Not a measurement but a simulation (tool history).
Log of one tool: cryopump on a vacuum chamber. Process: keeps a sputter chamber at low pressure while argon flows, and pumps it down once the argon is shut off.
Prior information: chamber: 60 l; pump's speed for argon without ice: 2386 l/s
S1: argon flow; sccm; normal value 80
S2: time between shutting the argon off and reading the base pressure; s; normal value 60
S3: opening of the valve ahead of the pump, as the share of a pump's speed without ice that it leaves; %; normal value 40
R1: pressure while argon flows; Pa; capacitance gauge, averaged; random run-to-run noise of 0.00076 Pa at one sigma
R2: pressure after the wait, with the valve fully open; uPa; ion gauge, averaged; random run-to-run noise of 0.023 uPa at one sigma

{"run": 1, "day": 0.0, "S1": 80, "S2": 60, "S3": 40, "R1": 0.1426, "R2": 0.94}
{"run": 2, "day": 0.712, "S1": 80, "S2": 60, "S3": 40, "R1": 0.1425, "R2": 0.94}
{"run": 3, "day": 1.338, "S1": 80, "S2": 60, "S3": 40, "R1": 0.1433, "R2": 0.96}
{"run": 4, "day": 2.079, "S1": 80, "S2": 60, "S3": 25, "R1": 0.2286, "R2": 0.98}
{"run": 5, "day": 2.671, "S1": 80, "S2": 60, "S3": 25, "R1": 0.2267, "R2": 0.98}
{"run": 6, "day": 3.108, "S1": 72, "S2": 56, "S3": 34, "R1": 0.1517, "R2": 1.04}
{"run": 7, "day": 3.608, "S1": 89, "S2": 64, "S3": 24, "R1": 0.2616, "R2": 0.93}
{"run": 8, "day": 4.129, "S1": 138, "S2": 29, "S3": 37, "R1": 0.2663, "R2": 1.73}
{"run": 9, "day": 4.529, "S1": 138, "S2": 29, "S3": 37, "R1": 0.2656, "R2": 1.69}
{"run": 10, "day": 5.238, "S1": 58, "S2": 26, "S3": 25, "R1": 0.1652, "R2": 1.88}

Here are 3 independent what-if runs from the current tool condition. What would each one return?
{"run": "A", "day": 5.904, "S1": 69, "S2": 164, "S3": 22, "R1": "?", "R2": "?"}
{"run": "B", "day": 5.904, "S1": 37, "S2": 26, "S3": 25, "R1": "?", "R2": "?"}
{"run": "C", "day": 5.904, "S1": 32, "S2": 26, "S3": 37, "R1": "?", "R2": "?"}

run=A R1=0.2246 R2=0.57
run=B R1=0.1054 R2=1.88
run=C R1=0.0608 R2=1.83
Without the tool's unlogged condition, the same runs would have read:
run=A R1=0.2231 R2=0.36
run=B R1=0.1046 R2=1.66
run=C R1=0.0601 R2=1.62
